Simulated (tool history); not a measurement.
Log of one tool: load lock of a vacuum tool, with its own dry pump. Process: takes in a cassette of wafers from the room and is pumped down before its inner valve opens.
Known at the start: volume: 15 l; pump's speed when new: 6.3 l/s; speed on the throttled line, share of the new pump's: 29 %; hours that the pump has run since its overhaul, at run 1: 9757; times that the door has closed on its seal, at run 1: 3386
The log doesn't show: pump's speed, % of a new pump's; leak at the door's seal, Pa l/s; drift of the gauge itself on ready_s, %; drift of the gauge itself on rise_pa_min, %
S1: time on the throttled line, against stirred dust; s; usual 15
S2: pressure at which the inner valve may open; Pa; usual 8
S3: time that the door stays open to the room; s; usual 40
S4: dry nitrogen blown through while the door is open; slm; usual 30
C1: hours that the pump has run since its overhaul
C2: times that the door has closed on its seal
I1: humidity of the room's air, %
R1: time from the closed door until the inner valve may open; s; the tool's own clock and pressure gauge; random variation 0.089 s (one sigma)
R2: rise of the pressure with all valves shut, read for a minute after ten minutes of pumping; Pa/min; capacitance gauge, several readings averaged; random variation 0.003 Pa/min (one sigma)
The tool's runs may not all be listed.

run 1 day=0 | S1=15 S2=8 S3=40 S4=30 | C1=9757 C2=3386 | I1=45.1 | R1=34.14 R2=0.043
run 2 day=13.521 | S1=15 S2=8 S3=40 S4=30 | C1=10082 C2=4537 | I1=46.8 | R1=34.35 R2=0.052
run 3 day=21.217 | S1=15 S2=8 S3=40 S4=30 | C1=10266 C2=5192 | I1=45.3 | R1=34.37 R2=0.049
run 4 day=35.942 | S1=15 S2=8 S3=40 S4=30 | C1=10620 C2=6446 | I1=42 | R1=34.07 R2=0.059
run 5 day=43.154 | S1=15 S2=8 S3=40 S4=30 | C1=10793 C2=7060 | I1=41.6 | R1=34.15 R2=0.067
run 6 day=56.812 | S1=15 S2=8 S3=40 S4=30 | C1=11121 C2=8223 | I1=45.5 | R1=34.19 R2=0.076
run 7 day=71.012 | S1=15 S2=8 S3=40 S4=30 | C1=11462 C2=9432 | I1=45.3 | R1=34.45 R2=0.081
run 8 day=80.904 | S1=10 S2=8 S3=40 S4=30 | C1=11699 C2=10274 | I1=45.4 | R1=30.82 R2=0.093
run 9 day=93.162 | S1=10 S2=8 S3=40 S4=30 | C1=11993 C2=11318 | I1=43.4 | R1=31.07 R2=0.098
run 10 day=107.292 | S1=22 S2=8 S3=40 S4=30 | C1=12332 C2=12521 | I1=43.7 | R1=39.37 R2=0.107
run 11 day=120.867 | S1=22 S2=8 S3=87 S4=34 | C1=12658 C2=13677 | I1=43.7 | R1=39.4 R2=0.115
run 12 day=130.521 | S1=22 S2=8 S3=39 S4=34 | C1=12890 C2=14499 | I1=43.7 | R1=39.14 R2=0.132
run 13 day=142.288 | S1=22 S2=8 S3=39 S4=34 | C1=13172 C2=15501 | I1=43.5 | R1=39.4 R2=0.142
run 14 day=151.292 | S1=15 S2=8 S3=34 S4=30 | C1=13388 C2=16267 | I1=44.4 | R1=34.61 R2=0.152
run 15 day=157.675 | S1=15 S2=8 S3=34 S4=43 | C1=13541 C2=16811 | I1=43.2 | R1=34.58 R2=0.154
run 16 day=170.171 | S1=15 S2=6 S3=34 S4=16 | C1=13841 C2=17875 | I1=44.9 | R1=35.46 R2=0.17
run 17 day=180.754 | S1=15 S2=7 S3=40 S4=10 | C1=14095 C2=18776 | I1=44.2 | R1=35.03 R2=0.194
run 18 day=190.671 | S1=15 S2=7 S3=40 S4=10 | C1=14333 C2=19620 | I1=42.6 | R1=35.01 R2=0.197

5 ways to go on from here, each from the tool as it stands after run 18. What would each give?
run A day=204.679 | S1=15 S2=9 S3=230 S4=42 | C1=14669 C2=20813 | I1=44.8 | R1=? R2=?
run B day=204.679 | S1=12 S2=6 S3=51 S4=10 | C1=14669 C2=20813 | I1=45.8 | R1=? R2=?
run C day=204.679 | S1=22 S2=8 S3=231 S4=30 | C1=14669 C2=20813 | I1=45.8 | R1=? R2=?
run D day=204.679 | S1=15 S2=15 S3=40 S4=10 | C1=14669 C2=20813 | I1=45.8 | R1=? R2=?
run E day=204.679 | S1=15 S2=9 S3=33 S4=29 | C1=14669 C2=20813 | I1=47.8 | R1=? R2=?

run=A R1=34.48 R2=0.205
run=B R1=33.24 R2=0.22
run=C R1=39.57 R2=0.214
run=D R1=32.95 R2=0.218
run=E R1=34.48 R2=0.201
Without the tool's hidden state the same runs would have given:
run=A R1=33.19 R2=0.03
run=B R1=31.76 R2=0.044
run=C R1=38.4 R2=0.035
run=D R1=31.74 R2=0.04
run=E R1=33.18 R2=0.025
